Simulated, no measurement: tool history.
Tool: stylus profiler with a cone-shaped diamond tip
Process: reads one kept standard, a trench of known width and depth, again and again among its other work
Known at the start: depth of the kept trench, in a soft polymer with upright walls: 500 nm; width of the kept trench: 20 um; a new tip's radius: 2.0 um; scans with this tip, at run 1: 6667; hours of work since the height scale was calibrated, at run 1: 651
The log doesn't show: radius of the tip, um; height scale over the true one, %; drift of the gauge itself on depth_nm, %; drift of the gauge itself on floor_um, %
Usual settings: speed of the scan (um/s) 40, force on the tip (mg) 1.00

run     day  speed of the scan (um/s)  force on the tip (mg)  scans with this tip  hours of work since the height scale was calibrated  depth of the trench (nm)  width of the trench's floor (µm)
  1   0.000                        40                   1.00                 6667                                                  651                    502.75                             16.85
  2   1.683                        40                   1.00                 6852                                                  669                    502.70                             16.79
  3   3.246                        40                   1.00                 7022                                                  686                    502.70                             16.73
  4   4.517                        40                   0.37                 7161                                                  700                    500.92                             16.65
  5   5.550                       146                   1.00                 7275                                                  711                    502.57                             16.36
  6   7.312                        41                   1.00                 7468                                                  730                    502.65                             16.73
  7   8.179                        16                   1.00                 7562                                                  739                    502.65                             16.83
  8   9.638                        20                   1.00                 7722                                                  754                    502.66                             16.75
  9  11.721                        20                   1.00                 7950                                                  777                    502.60                             16.78
 10  13.367                        20                   1.00                 8130                                                  794                    502.60                             16.80
 11  14.792                        24                   1.00                 8286                                                  810                    502.59                             16.75
 12  16.842                        33                   0.79                 8510                                                  832                    502.03                             16.70
 13  18.508                        33                   0.79                 8693                                                  849                    501.98                             16.67
 14  20.017                        50                   1.80                 8858                                                  865                    504.19                             16.70
 15  21.875                        61                   1.80                 9061                                                  885                    504.24                             16.65
 16  22.867                       108                   1.37                 9169                                                  896                    503.33                             16.47
 17  24.304                        40                   0.67                 9327                                                  911                    501.67                             16.63
 18  26.138                        40                   0.67                 9528                                                  931                    501.67                             16.55
 19  27.804                        40                   0.67                 9710                                                  949                    501.72                             16.57
 20  29.079                        40                   0.67                 9850                                                  962                    501.65                             16.61
 21  30.717                        40                   1.15                10029                                                  980                    502.71                             16.63

Some steps in depth of the trench (nm) between neighbouring runs. How much of each would the tool show without its hidden state too (settings, what came in, random variation), and how much is left for the hidden state, with any gauge scatter that isn't in both results?
Run 1 -> 2: no setting changed, nothing entered. depth of the trench (nm) -0.05: hidden state -0.03, all else -0.02.
Run 3 -> 4: force on the tip (mg) 1.00 -> 0.37. depth of the trench (nm) -1.78: hidden state -0.01, all else -1.77.
Run 13 -> 14: speed of the scan (um/s) 33 -> 50, force on the tip (mg) 0.79 -> 1.80. depth of the trench (nm) +2.21: hidden state -0.03, all else +2.24.
Run 17 -> 18: no setting changed, nothing entered. depth of the trench (nm) +0.00: hidden state -0.04, all else +0.04.
